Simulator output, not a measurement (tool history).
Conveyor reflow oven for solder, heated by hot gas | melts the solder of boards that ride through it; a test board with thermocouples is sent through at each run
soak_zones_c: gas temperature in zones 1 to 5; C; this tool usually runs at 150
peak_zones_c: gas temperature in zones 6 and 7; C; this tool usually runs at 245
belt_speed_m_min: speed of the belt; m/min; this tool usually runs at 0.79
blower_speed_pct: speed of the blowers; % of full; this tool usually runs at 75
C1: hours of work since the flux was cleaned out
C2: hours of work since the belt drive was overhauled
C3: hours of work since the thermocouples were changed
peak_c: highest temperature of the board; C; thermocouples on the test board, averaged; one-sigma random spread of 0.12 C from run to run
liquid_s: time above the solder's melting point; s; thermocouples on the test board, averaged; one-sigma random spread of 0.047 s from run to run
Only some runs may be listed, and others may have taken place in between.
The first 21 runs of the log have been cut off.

run 22 hour=826.7 | soak_zones_c=150 peak_zones_c=251 belt_speed_m_min=0.79 blower_speed_pct=75 | C1=70 C2=681 C3=424 | peak_c=233.9 liquid_s=50.37
run 23 hour=864.3 | soak_zones_c=150 peak_zones_c=251 belt_speed_m_min=0.79 blower_speed_pct=75 | C1=99 C2=710 C3=453 | peak_c=233.7 liquid_s=50.31
run 24 hour=917.9 | soak_zones_c=158 peak_zones_c=250 belt_speed_m_min=0.672 blower_speed_pct=75 | C1=141 C2=752 C3=494 | peak_c=238.4 liquid_s=63.15
-- hour=951.4 flux residue cleaned out of gas plates and filters
run 25 hour=975.1 | soak_zones_c=162 peak_zones_c=250 belt_speed_m_min=0.672 blower_speed_pct=75 | C1=18 C2=792 C3=535 | peak_c=239.3 liquid_s=64.69
-- hour=987.8 thermocouples of zones 6 and 7 changed
run 26 hour=1010.6 | soak_zones_c=162 peak_zones_c=250 belt_speed_m_min=0.672 blower_speed_pct=75 | C1=44 C2=818 C3=18 | peak_c=240.5 liquid_s=65.08
run 27 hour=1051.6 | soak_zones_c=147 peak_zones_c=245 belt_speed_m_min=0.847 blower_speed_pct=75 | C1=76 C2=850 C3=49 | peak_c=226.8 liquid_s=43.71
run 28 hour=1106.3 | soak_zones_c=150 peak_zones_c=248 belt_speed_m_min=0.73 blower_speed_pct=75 | C1=118 C2=892 C3=92 | peak_c=234.4 liquid_s=54.8
run 29 hour=1132.4 | soak_zones_c=144 peak_zones_c=238 belt_speed_m_min=0.899 blower_speed_pct=73 | C1=138 C2=912 C3=112 | peak_c=217.4 liquid_s=36.14
run 30 hour=1158.1 | soak_zones_c=150 peak_zones_c=245 belt_speed_m_min=0.783 blower_speed_pct=75 | C1=158 C2=932 C3=132 | peak_c=229.4 liquid_s=49.23

4 options for the next run, each taken on its own from the tool as it stands now. Forecast them:
-- hour=1166.6 flux residue cleaned out of gas plates and filters
run A hour=1210 | soak_zones_c=148 peak_zones_c=244 belt_speed_m_min=0.79 blower_speed_pct=60 | C1=34 C2=969 C3=168 | peak_c=? liquid_s=?
-- hour=1166.6 flux residue cleaned out of gas plates and filters
run B hour=1210 | soak_zones_c=143 peak_zones_c=245 belt_speed_m_min=0.783 blower_speed_pct=67 | C1=34 C2=969 C3=168 | peak_c=? liquid_s=?
-- hour=1166.6 flux residue cleaned out of gas plates and filters
run C hour=1210 | soak_zones_c=150 peak_zones_c=245 belt_speed_m_min=0.646 blower_speed_pct=75 | C1=34 C2=969 C3=168 | peak_c=? liquid_s=?
-- hour=1166.6 flux residue cleaned out of gas plates and filters
run D hour=1210 | soak_zones_c=149 peak_zones_c=245 belt_speed_m_min=0.83 blower_speed_pct=81 | C1=34 C2=969 C3=168 | peak_c=? liquid_s=?

run=A peak_c=225.3 liquid_s=46.79
run=B peak_c=227.3 liquid_s=46.59
run=C peak_c=235.3 liquid_s=62.23
run=D peak_c=228.9 liquid_s=46.13
Stripped of hidden state, with their random variation kept, the same runs would have yielded:
run=A peak_c=225 liquid_s=46.2
run=B peak_c=227 liquid_s=46.02
run=C peak_c=235 liquid_s=61.5
run=D peak_c=228.7 liquid_s=45.59

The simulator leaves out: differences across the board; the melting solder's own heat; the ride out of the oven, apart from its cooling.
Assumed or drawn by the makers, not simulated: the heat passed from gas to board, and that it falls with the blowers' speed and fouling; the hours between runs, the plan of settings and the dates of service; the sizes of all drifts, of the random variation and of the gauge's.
